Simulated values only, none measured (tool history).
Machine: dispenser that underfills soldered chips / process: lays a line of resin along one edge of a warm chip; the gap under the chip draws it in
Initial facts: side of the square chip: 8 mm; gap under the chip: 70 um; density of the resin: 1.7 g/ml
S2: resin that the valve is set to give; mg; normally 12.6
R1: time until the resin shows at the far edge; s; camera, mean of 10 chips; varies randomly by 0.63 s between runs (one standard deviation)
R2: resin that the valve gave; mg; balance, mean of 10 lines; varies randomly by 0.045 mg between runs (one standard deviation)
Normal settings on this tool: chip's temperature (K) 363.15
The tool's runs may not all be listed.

{"run": 1, "hour": 0.0, "chip's temperature (K)": 363.15, "S2": 12.6, "R1": 84, "R2": 12.57}
{"hour": 6.7, "done": "new syringe of resin"}
{"run": 2, "hour": 8.6, "chip's temperature (K)": 363.15, "S2": 12.6, "R1": 65.5, "R2": 12.46}
{"run": 3, "hour": 13.2, "chip's temperature (K)": 363.15, "S2": 12.6, "R1": 82.7, "R2": 12.54}
{"run": 4, "hour": 17.1, "chip's temperature (K)": 363.15, "S2": 12.6, "R1": 101.5, "R2": 12.48}
{"hour": 20.5, "done": "new syringe of resin"}
{"run": 5, "hour": 24.2, "chip's temperature (K)": 363.15, "S2": 12.6, "R1": 69.9, "R2": 12.42}
{"run": 6, "hour": 29.3, "chip's temperature (K)": 363.15, "S2": 12.6, "R1": 92.5, "R2": 12.3}
{"hour": 34.6, "done": "new syringe of resin"}
{"run": 7, "hour": 36.6, "chip's temperature (K)": 363.15, "S2": 14.3, "R1": 63.5, "R2": 14.03}
{"run": 8, "hour": 42.1, "chip's temperature (K)": 363.15, "S2": 15, "R1": 84.8, "R2": 14.63}
{"run": 9, "hour": 47.1, "chip's temperature (K)": 363.15, "S2": 13.4, "R1": 110.5, "R2": 13.04}
{"hour": 48.5, "done": "new syringe of resin"}
{"run": 10, "hour": 53.0, "chip's temperature (K)": 363.15, "S2": 13.4, "R1": 75.9, "R2": 13.11}
{"run": 11, "hour": 60.9, "chip's temperature (K)": 363.15, "S2": 12.6, "R1": 114.3, "R2": 12.19}
{"hour": 62.3, "done": "new syringe of resin"}
{"run": 12, "hour": 67.2, "chip's temperature (K)": 361.15, "S2": 12.6, "R1": 82.1, "R2": 12.08}
{"hour": 69.0, "done": "dispensing valve cleaned and set on the balance"}
{"run": 13, "hour": 76.5, "chip's temperature (K)": 361.15, "S2": 12.6, "R1": 124.9, "R2": 12.54}
{"hour": 77.6, "done": "new syringe of resin"}
{"run": 14, "hour": 82.9, "chip's temperature (K)": 363.15, "S2": 12.2, "R1": 78, "R2": 12.05}
{"hour": 91.5, "done": "new syringe of resin"}
{"run": 15, "hour": 91.5, "chip's temperature (K)": 363.15, "S2": 12.2, "R1": 60.4, "R2": 12}
{"run": 16, "hour": 98.3, "chip's temperature (K)": 363.15, "S2": 12.2, "R1": 85.9, "R2": 11.95}
{"hour": 105.3, "done": "new syringe of resin"}
{"run": 17, "hour": 107.5, "chip's temperature (K)": 363.15, "S2": 12.2, "R1": 68.8, "R2": 11.96}
{"run": 18, "hour": 116.0, "chip's temperature (K)": 363.15, "S2": 12.2, "R1": 103.6, "R2": 11.86}
{"hour": 119.4, "done": "new syringe of resin"}
{"run": 19, "hour": 124.6, "chip's temperature (K)": 363.15, "S2": 12.2, "R1": 76.2, "R2": 11.74}
{"run": 20, "hour": 130.8, "chip's temperature (K)": 363.15, "S2": 12.2, "R1": 105.4, "R2": 11.73}
{"hour": 133.3, "done": "new syringe of resin"}
{"run": 21, "hour": 136.9, "chip's temperature (K)": 361.15, "S2": 14.4, "R1": 74.1, "R2": 13.83}
{"run": 22, "hour": 143.2, "chip's temperature (K)": 360.15, "S2": 11.5, "R1": 111, "R2": 11.03}
{"hour": 144.8, "done": "dispensing valve cleaned and set on the balance"}
{"hour": 148.3, "done": "new syringe of resin"}
{"run": 23, "hour": 152.6, "chip's temperature (K)": 360.15, "S2": 11.5, "R1": 79.3, "R2": 11.45}
{"run": 24, "hour": 157.6, "chip's temperature (K)": 360.15, "S2": 11.5, "R1": 104.3, "R2": 11.39}
{"hour": 161.9, "done": "new syringe of resin"}
{"run": 25, "hour": 166.6, "chip's temperature (K)": 361.15, "S2": 12.6, "R1": 79.9, "R2": 12.43}
{"hour": 175.7, "done": "new syringe of resin"}
{"run": 26, "hour": 175.7, "chip's temperature (K)": 361.15, "S2": 12.6, "R1": 63.2, "R2": 12.37}
{"run": 27, "hour": 183.3, "chip's temperature (K)": 359.15, "S2": 10.8, "R1": 105.4, "R2": 10.52}
{"hour": 189.9, "done": "new syringe of resin"}
{"run": 28, "hour": 192.2, "chip's temperature (K)": 375.15, "S2": 11.8, "R1": 47.1, "R2": 11.49}
{"run": 29, "hour": 196.0, "chip's temperature (K)": 375.15, "S2": 11.8, "R1": 57.8, "R2": 11.39}
{"run": 30, "hour": 202.8, "chip's temperature (K)": 365.15, "S2": 13.3, "R1": 106.4, "R2": 12.78}
{"hour": 203.5, "done": "new syringe of resin"}
{"run": 31, "hour": 208.4, "chip's temperature (K)": 361.15, "S2": 12.6, "R1": 81.3, "R2": 12.12}
{"run": 32, "hour": 213.8, "chip's temperature (K)": 361.15, "S2": 14.3, "R1": 109.3, "R2": 13.63}
{"hour": 217.2, "done": "new syringe of resin"}
{"hour": 220.8, "done": "dispensing valve cleaned and set on the balance"}
{"run": 33, "hour": 223.3, "chip's temperature (K)": 349.15, "S2": 14.8, "R1": 121.2, "R2": 14.72}
{"run": 34, "hour": 229.9, "chip's temperature (K)": 364.15, "S2": 12.6, "R1": 107.7, "R2": 12.57}
{"hour": 232.0, "done": "new syringe of resin"}
{"run": 35, "hour": 236.1, "chip's temperature (K)": 375.15, "S2": 12.6, "R1": 52.4, "R2": 12.45}
{"run": 36, "hour": 242.4, "chip's temperature (K)": 372.15, "S2": 11.1, "R1": 80.7, "R2": 10.91}

Some steps in R1, run to run, broken into two amounts with sign: the step expected even without the hidden condition (settings, incoming material, random variation), and the rest, left for the hidden condition together with whatever gauge scatter is not in both the measured and the hidden-condition-free result:
Hidden conditions of the tool in this case: resin's viscosity, % of fresh resin's; dose that the valve gives, % of what is set; true chip temperature over the reading, C; drift of the gauge itself on fill_s, %; drift of the gauge itself on given_mg, %.
Run 12 -> 13: dispensing valve cleaned and set on the balance. R1 +42.8 s: hidden state +43.5, all else -0.7.
Run 13 -> 14: chip's temperature (K) 361.15 -> 363.15, S2 12.6 -> 12.2, new syringe of resin. R1 -46.9 s: hidden state -43.9, all else -3.
Run 27 -> 28: chip's temperature (K) 359.15 -> 375.15, S2 10.8 -> 11.8, new syringe of resin. R1 -58.3 s: hidden state -32.2, all else -26.1.
Run 29 -> 30: chip's temperature (K) 375.15 -> 365.15, S2 11.8 -> 13.3. R1 +48.6 s: hidden state +37.2, all else +11.4.
Run 34 -> 35: chip's temperature (K) 364.15 -> 375.15, new syringe of resin. R1 -55.3 s: hidden state -40.7, all else -14.6.

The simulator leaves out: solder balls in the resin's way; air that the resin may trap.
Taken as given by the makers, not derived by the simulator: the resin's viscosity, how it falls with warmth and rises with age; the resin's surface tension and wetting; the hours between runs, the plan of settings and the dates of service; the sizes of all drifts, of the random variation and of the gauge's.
